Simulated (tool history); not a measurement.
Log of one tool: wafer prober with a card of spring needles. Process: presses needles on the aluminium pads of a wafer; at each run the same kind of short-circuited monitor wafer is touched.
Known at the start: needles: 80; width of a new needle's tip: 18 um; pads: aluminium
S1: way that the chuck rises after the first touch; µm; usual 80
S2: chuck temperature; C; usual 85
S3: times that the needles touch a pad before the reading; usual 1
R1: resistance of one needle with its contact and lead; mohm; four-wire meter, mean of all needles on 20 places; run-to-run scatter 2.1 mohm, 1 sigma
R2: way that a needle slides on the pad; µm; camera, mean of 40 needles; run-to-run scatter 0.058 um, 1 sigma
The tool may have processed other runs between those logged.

run	hour	S1	S2	S3	R1	R2
1	0	80	85	1	236	19.31
2	5.5	80	85	1	247	19.36
3	12.5	80	85	1	268	19.33
4	17.9	80	85	1	276	19.45
# hour 25.3: tips cleaned on abrasive film
5	28.9	70	85	1	253	16.88
6	37.1	70	85	1	280	16.91
7	48.3	70	85	1	305	16.92
# hour 50.8: tips cleaned on abrasive film
8	58.3	70	85	2	255	16.83
9	71.3	70	85	3	264	16.73
# hour 76.8: tips cleaned on abrasive film
10	82.4	70	85	3	245	16.7
11	93.4	70	85	3	256	16.82
12	98.8	70	85	3	255	16.92
# hour 102.9: tips cleaned on abrasive film
13	107.2	80	40	1	240	19.21
14	118.2	68	85	1	295	16.14
# hour 128.5: tips cleaned on abrasive film
15	129.3	80	84	1	241	19.14
16	137.8	80	84	1	264	19.25
17	147.5	80	84	1	280	19.15
18	153.3	80	84	1	285	19.11
# hour 154.4: tips cleaned on abrasive film
19	166.2	96	61	1	251	23.2
20	178.9	74	34	1	294	17.72
# hour 179.8: tips cleaned on abrasive film
21	190.8	91	43	1	244	21.89
22	196.6	64	121	1	318	15.17
# hour 199.7: height of the first contact set anew
# hour 205.5: tips cleaned on abrasive film
23	208.3	80	74	1	243	19.82
24	215.8	80	74	1	262	19.76
25	225.3	62	33	3	254	15.36
# hour 230.8: tips cleaned on abrasive film
26	235.4	66	32	1	249	16.21
27	245.4	66	32	1	284	16.29
# hour 256.8: tips cleaned on abrasive film
28	257.4	65	110	1	256	15.85
29	265.8	94	85	1	248	23.12
30	278.3	87	81	1	269	21.41
# hour 282.4: tips cleaned on abrasive film
31	285.3	87	81	1	240	21.42
32	298	92	43	2	235	22.68
# hour 308: tips cleaned on abrasive film
33	310.9	68	81	2	250	16.75
34	323.8	92	37	1	251	22.69
# hour 334.2: tips cleaned on abrasive film
35	337.1	80	34	1	231	19.77

The same runs without the tool's hidden state, with the same run-to-run variation:
Unlogged tool condition in this case: debris on the tips, nm; way that the needles fall short of the set height, um; tips' diameter, um; drift of the gauge itself on contact_mohm, %; drift of the gauge itself on scrub_um, %.
run	R1	R2
1	229	19.78
2	224	19.84
3	229	19.81
4	228	19.93
5	232	17.39
6	231	17.41
7	234	17.43
8	231	17.36
9	237	17.27
10	232	17.26
11	233	17.38
12	228	17.48
13	217	19.79
14	234	16.73
15	229	19.75
16	227	19.87
17	228	19.77
18	226	19.72
19	220	23.85
20	220	18.37
21	211	22.56
22	244	15.83
23	224	19.85
24	225	19.8
25	221	15.4
26	220	16.28
27	220	16.36
28	242	15.96
29	223	23.23
30	223	21.52
31	227	21.56
32	212	22.82
33	234	16.91
34	213	22.86
35	214	19.97

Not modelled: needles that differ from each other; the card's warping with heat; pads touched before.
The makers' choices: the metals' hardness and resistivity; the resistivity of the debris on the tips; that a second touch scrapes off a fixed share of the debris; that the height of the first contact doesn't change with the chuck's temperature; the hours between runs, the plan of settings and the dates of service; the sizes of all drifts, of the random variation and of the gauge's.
